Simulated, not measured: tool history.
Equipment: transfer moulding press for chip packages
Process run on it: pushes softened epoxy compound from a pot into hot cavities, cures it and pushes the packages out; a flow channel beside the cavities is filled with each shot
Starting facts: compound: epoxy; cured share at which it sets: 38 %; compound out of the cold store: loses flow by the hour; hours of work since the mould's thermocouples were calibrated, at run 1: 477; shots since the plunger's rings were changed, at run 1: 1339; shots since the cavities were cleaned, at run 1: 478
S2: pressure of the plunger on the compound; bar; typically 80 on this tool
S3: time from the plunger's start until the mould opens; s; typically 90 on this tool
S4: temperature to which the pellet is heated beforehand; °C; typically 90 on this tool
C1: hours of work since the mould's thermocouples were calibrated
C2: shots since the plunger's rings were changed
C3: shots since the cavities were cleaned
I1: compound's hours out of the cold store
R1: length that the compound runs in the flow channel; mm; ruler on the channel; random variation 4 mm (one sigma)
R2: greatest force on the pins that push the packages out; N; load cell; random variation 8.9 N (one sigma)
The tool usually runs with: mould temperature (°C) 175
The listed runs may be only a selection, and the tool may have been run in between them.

{"run": 1, "hour": 0.0, "mould temperature (°C)": 175, "S2": 80, "S3": 90, "S4": 90, "C1": 477, "C2": 1339, "C3": 478, "I1": 27.2, "R1": 898, "R2": 605}
{"hour": 18.9, "done": "cavities cleaned with cleaning compound and waxed"}
{"hour": 66.2, "done": "cavities cleaned with cleaning compound and waxed"}
{"run": 2, "hour": 66.7, "mould temperature (°C)": 175, "S2": 80, "S3": 125, "S4": 90, "C1": 524, "C2": 2347, "C3": 9, "I1": 44.9, "R1": 827, "R2": 308}
{"hour": 112.4, "done": "plunger's sealing rings changed"}
{"hour": 113.9, "done": "cavities cleaned with cleaning compound and waxed"}
{"run": 3, "hour": 149.3, "mould temperature (°C)": 175, "S2": 80, "S3": 90, "S4": 87, "C1": 582, "C2": 560, "C3": 560, "I1": 37.6, "R1": 875, "R2": 602}
{"hour": 161.8, "done": "cavities cleaned with cleaning compound and waxed"}
{"hour": 193.0, "done": "mould's thermocouples calibrated"}
{"hour": 214.2, "done": "cavities cleaned with cleaning compound and waxed"}
{"run": 4, "hour": 214.5, "mould temperature (°C)": 175, "S2": 80, "S3": 90, "S4": 87, "C1": 15, "C2": 1512, "C3": 4, "I1": 45.2, "R1": 840, "R2": 400}
{"hour": 262.0, "done": "cavities cleaned with cleaning compound and waxed"}
{"run": 5, "hour": 266.2, "mould temperature (°C)": 175, "S2": 80, "S3": 75, "S4": 90, "C1": 52, "C2": 2306, "C3": 67, "I1": 45.4, "R1": 829, "R2": 647}
{"hour": 308.6, "done": "cavities cleaned with cleaning compound and waxed"}
{"hour": 318.4, "done": "plunger's sealing rings changed"}
{"run": 6, "hour": 339.7, "mould temperature (°C)": 175, "S2": 64.2, "S3": 75, "S4": 90, "C1": 102, "C2": 337, "C3": 452, "I1": 43.9, "R1": 765, "R2": 811}
{"hour": 360.1, "done": "cavities cleaned with cleaning compound and waxed"}
{"run": 7, "hour": 398.4, "mould temperature (°C)": 175, "S2": 82.9, "S3": 90, "S4": 90, "C1": 144, "C2": 1242, "C3": 606, "I1": 25.7, "R1": 915, "R2": 608}
{"hour": 406.1, "done": "cavities cleaned with cleaning compound and waxed"}
{"hour": 453.0, "done": "cavities cleaned with cleaning compound and waxed"}
{"run": 8, "hour": 453.4, "mould temperature (°C)": 175, "S2": 82.9, "S3": 90, "S4": 90, "C1": 183, "C2": 2064, "C3": 6, "I1": 25.6, "R1": 903, "R2": 446}
{"hour": 500.3, "done": "cavities cleaned with cleaning compound and waxed"}
{"hour": 520.1, "done": "plunger's sealing rings changed"}
{"run": 9, "hour": 523.9, "mould temperature (°C)": 175, "S2": 82.9, "S3": 90, "S4": 90, "C1": 231, "C2": 60, "C3": 334, "I1": 45.3, "R1": 874, "R2": 519}
{"hour": 551.6, "done": "cavities cleaned with cleaning compound and waxed"}
{"run": 10, "hour": 567.2, "mould temperature (°C)": 175, "S2": 82.9, "S3": 90, "S4": 90, "C1": 262, "C2": 721, "C3": 246, "I1": 9, "R1": 978, "R2": 536}
{"hour": 598.6, "done": "cavities cleaned with cleaning compound and waxed"}
{"run": 11, "hour": 632.0, "mould temperature (°C)": 175, "S2": 73.9, "S3": 90, "S4": 90, "C1": 308, "C2": 1721, "C3": 527, "I1": 23.9, "R1": 860, "R2": 607}
{"hour": 644.6, "done": "cavities cleaned with cleaning compound and waxed"}
{"hour": 693.5, "done": "cavities cleaned with cleaning compound and waxed"}
{"run": 12, "hour": 693.5, "mould temperature (°C)": 175, "S2": 73.9, "S3": 90, "S4": 90, "C1": 351, "C2": 2647, "C3": 0, "I1": 35.5, "R1": 825, "R2": 422}
{"hour": 718.9, "done": "plunger's sealing rings changed"}
{"hour": 746.6, "done": "cavities cleaned with cleaning compound and waxed"}
{"run": 13, "hour": 771.8, "mould temperature (°C)": 175, "S2": 73.9, "S3": 90, "S4": 90, "C1": 406, "C2": 813, "C3": 398, "I1": 34.3, "R1": 847, "R2": 584}
{"hour": 792.9, "done": "cavities cleaned with cleaning compound and waxed"}
{"hour": 838.4, "done": "cavities cleaned with cleaning compound and waxed"}
{"run": 14, "hour": 864.3, "mould temperature (°C)": 175, "S2": 96.7, "S3": 90, "S4": 90, "C1": 471, "C2": 2229, "C3": 409, "I1": 11.4, "R1": 1016, "R2": 604}
{"hour": 885.4, "done": "cavities cleaned with cleaning compound and waxed"}
{"hour": 920.6, "done": "plunger's sealing rings changed"}
{"run": 15, "hour": 930.1, "mould temperature (°C)": 175, "S2": 96.7, "S3": 90, "S4": 90, "C1": 517, "C2": 150, "C3": 668, "I1": 32.6, "R1": 994, "R2": 645}
{"hour": 937.8, "done": "cavities cleaned with cleaning compound and waxed"}
{"hour": 985.2, "done": "cavities cleaned with cleaning compound and waxed"}
{"run": 16, "hour": 990.4, "mould temperature (°C)": 175, "S2": 96.7, "S3": 90, "S4": 90, "C1": 559, "C2": 1056, "C3": 82, "I1": 47.3, "R1": 921, "R2": 479}
{"hour": 1031.9, "done": "cavities cleaned with cleaning compound and waxed"}
{"run": 17, "hour": 1061.3, "mould temperature (°C)": 175, "S2": 96.7, "S3": 90, "S4": 90, "C1": 610, "C2": 2155, "C3": 465, "I1": 19.6, "R1": 1001, "R2": 624}
{"hour": 1071.6, "done": "mould's thermocouples calibrated"}
{"hour": 1080.4, "done": "cavities cleaned with cleaning compound and waxed"}
{"hour": 1120.6, "done": "plunger's sealing rings changed"}
{"hour": 1128.3, "done": "cavities cleaned with cleaning compound and waxed"}
{"run": 18, "hour": 1156.7, "mould temperature (°C)": 176, "S2": 80, "S3": 90, "S4": 97, "C1": 58, "C2": 547, "C3": 449, "I1": 12.9, "R1": 943, "R2": 520}
{"hour": 1177.4, "done": "cavities cleaned with cleaning compound and waxed"}
{"run": 19, "hour": 1215.9, "mould temperature (°C)": 175, "S2": 69.2, "S3": 90, "S4": 97, "C1": 101, "C2": 1460, "C3": 608, "I1": 36.7, "R1": 789, "R2": 552}
{"hour": 1225.3, "done": "cavities cleaned with cleaning compound and waxed"}
{"run": 20, "hour": 1264.5, "mould temperature (°C)": 175, "S2": 69.2, "S3": 90, "S4": 97, "C1": 135, "C2": 2204, "C3": 620, "I1": 9.4, "R1": 861, "R2": 608}
{"hour": 1272.0, "done": "cavities cleaned with cleaning compound and waxed"}
{"run": 21, "hour": 1313.4, "mould temperature (°C)": 168, "S2": 80, "S3": 90, "S4": 90, "C1": 170, "C2": 2954, "C3": 654, "I1": 34.4, "R1": 874, "R2": 953}
{"hour": 1320.1, "done": "plunger's sealing rings changed"}
{"hour": 1321.6, "done": "cavities cleaned with cleaning compound and waxed"}
{"run": 22, "hour": 1357.1, "mould temperature (°C)": 175, "S2": 97.3, "S3": 121, "S4": 90, "C1": 199, "C2": 561, "C3": 561, "I1": 11.4, "R1": 1051, "R2": 433}
{"hour": 1370.0, "done": "cavities cleaned with cleaning compound and waxed"}
{"run": 23, "hour": 1410.5, "mould temperature (°C)": 175, "S2": 90.7, "S3": 90, "S4": 90, "C1": 237, "C2": 1382, "C3": 640, "I1": 25.6, "R1": 953, "R2": 612}
{"hour": 1420.5, "done": "cavities cleaned with cleaning compound and waxed"}
{"run": 24, "hour": 1458.3, "mould temperature (°C)": 175, "S2": 98.4, "S3": 90, "S4": 90, "C1": 271, "C2": 2114, "C3": 598, "I1": 32.8, "R1": 959, "R2": 591}
{"hour": 1467.5, "done": "cavities cleaned with cleaning compound and waxed"}
{"hour": 1516.6, "done": "plunger's sealing rings changed"}
{"hour": 1518.1, "done": "cavities cleaned with cleaning compound and waxed"}
{"run": 25, "hour": 1551.5, "mould temperature (°C)": 172, "S2": 80, "S3": 90, "S4": 99, "C1": 335, "C2": 527, "C3": 527, "I1": 33.7, "R1": 902, "R2": 679}

Branching from run 25: 3 alternative next runs. What would each branch give?
{"hour": 1568.0, "done": "cavities cleaned with cleaning compound and waxed"}
{"hour": 1614.5, "done": "cavities cleaned with cleaning compound and waxed"}
{"run": "A", "hour": 1624.0, "mould temperature (°C)": 172, "S2": 93, "S3": 90, "S4": 82, "C1": 386, "C2": 1627, "C3": 150, "I1": 40.5, "R1": "?", "R2": "?"}
{"hour": 1568.0, "done": "cavities cleaned with cleaning compound and waxed"}
{"hour": 1614.5, "done": "cavities cleaned with cleaning compound and waxed"}
{"run": "B", "hour": 1624.0, "mould temperature (°C)": 172, "S2": 80, "S3": 92, "S4": 90, "C1": 386, "C2": 1627, "C3": 150, "I1": 31.2, "R1": "?", "R2": "?"}
{"hour": 1568.0, "done": "cavities cleaned with cleaning compound and waxed"}
{"hour": 1614.5, "done": "cavities cleaned with cleaning compound and waxed"}
{"run": "C", "hour": 1624.0, "mould temperature (°C)": 172, "S2": 80, "S3": 73, "S4": 99, "C1": 386, "C2": 1627, "C3": 150, "I1": 37.2, "R1": "?", "R2": "?"}

run=A R1=935 R2=578
run=B R1=895 R2=561
run=C R1=881 R2=888
Without the tool's hidden state the same runs would have given:
run=A R1=959 R2=477
run=B R1=918 R2=464
run=C R1=904 R2=733
